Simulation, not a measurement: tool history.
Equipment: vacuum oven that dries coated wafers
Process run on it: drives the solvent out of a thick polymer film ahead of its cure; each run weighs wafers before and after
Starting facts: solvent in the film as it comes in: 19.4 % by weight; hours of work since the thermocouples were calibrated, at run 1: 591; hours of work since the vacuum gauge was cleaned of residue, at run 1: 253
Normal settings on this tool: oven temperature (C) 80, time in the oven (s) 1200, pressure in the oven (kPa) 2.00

run   hour  oven temperature (C)  time in the oven (s)  pressure in the oven (kPa)  hours of work since the thermocouples were calibrated  hours of work since the vacuum gauge was cleaned of residue  solvent left in the film (%)
  1    0.0                    80                  1200                        2.00                                                    591                                                          253                          2.65
  2   10.8                    80                  1200                        2.00                                                    598                                                          260                          2.67
  3   17.2                    80                  1200                        2.00                                                    602                                                          265                          2.66
  4   26.9                    80                  1200                        2.00                                                    608                                                          271                          2.63
  5   39.2                    80                  1200                        2.00                                                    616                                                          279                          2.65
  6   48.9                    80                  1200                        2.00                                                    623                                                          285                          2.67
  7   55.2                    65                  1200                        2.00                                                    627                                                          289                          8.52
  8   62.9                    65                  1200                        2.00                                                    632                                                          294                          8.56
  9   74.1                    72                   660                        3.27                                                    639                                                          302                          9.29
 10   86.5                    72                   660                        3.27                                                    647                                                          310                          9.35
 11   93.5                    72                  1860                        2.74                                                    652                                                          314                          4.28
 12  103.0                    80                  1140                        1.03                                                    658                                                          321                          2.11
 13  112.1                    90                  1620                        2.00                                                    664                                                          327                          1.06
 14  120.1                    90                  1620                        2.00                                                    669                                                          332                          1.09
     122.9  -- oven's thermocouples calibrated
 15  132.6                    69                  1200                        2.00                                                      6                                                          339                          6.87
 16  141.2                    80                   600                        4.15                                                     12                                                          344                          6.94

Consider 4 possible next runs. They are alternatives, not a sequence: every one starts from the tool as it was left by run 16. What does each give?
  A  150.9                    68                   840                        1.20                                                     18                                                          351                             ?
  B  150.9                    80                  1200                        4.12                                                     18                                                          351                             ?
  C  150.9                    73                   780                        4.15                                                     18                                                          351                             ?
  D  150.9                    76                  1200                        2.00                                                     18                                                          351                             ?

run  solvent left in the film (%)
  A                          8.59
  B                          4.27
  C                          8.75
  D                          4.01
Without the tool's unlogged condition, the same runs would have read:
run  solvent left in the film (%)
  A                          8.52
  B                          4.21
  C                          8.68
  D                          3.94
